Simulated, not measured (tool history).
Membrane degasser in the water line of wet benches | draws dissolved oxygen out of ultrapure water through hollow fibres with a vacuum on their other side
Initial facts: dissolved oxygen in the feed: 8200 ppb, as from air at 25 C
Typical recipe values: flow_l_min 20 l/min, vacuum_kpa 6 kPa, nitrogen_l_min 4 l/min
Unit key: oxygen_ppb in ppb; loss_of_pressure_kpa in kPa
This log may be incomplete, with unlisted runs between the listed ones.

run     day  flow_l_min  vacuum_kpa  nitrogen_l_min  oxygen_ppb  loss_of_pressure_kpa
  1       0          20           6               4        44.6                 69.52
  2   4.742          20           6               4        44.7                 68.85
  3   9.625          20           6               4        44.9                  69.1
  4  15.438          20           6               4        45.4                 69.22
  5  19.833          20           6            5.37        36.1                 69.62
     24.633  -- vacuum gauge calibrated
  6  25.125          20           6               4        43.6                 69.26
  7    31.4          20           6               4        43.8                 69.22
  8  37.583          20           6               4        43.4                 69.49
  9  42.417          20           6            9.04        24.8                 69.37
 10  47.554          20           6            9.04        24.8                 69.22
 11   54.25          20           6            9.04        24.9                 69.17
 12  60.038          20           6            9.04        24.8                 69.36
 13  66.788          20           6            9.04        24.9                 69.25
 14  70.088          13           6            9.04        13.1                 44.84
 15  74.167          13           6            7.61        14.6                 45.42
 16  79.338          31           6               4        79.7                107.59
 17  82.604          31           6               4        81.1                 108.2

The next listed run, before its measurement:
 18  88.133          18       14.22           11.01           ?                     ?

oxygen_ppb: 52.8 ppb
loss_of_pressure_kpa: 62.79 kPa
Minus the tool's unlogged condition, the same run would have read oxygen_ppb 50.9 ppb, loss_of_pressure_kpa 62.39 kPa.
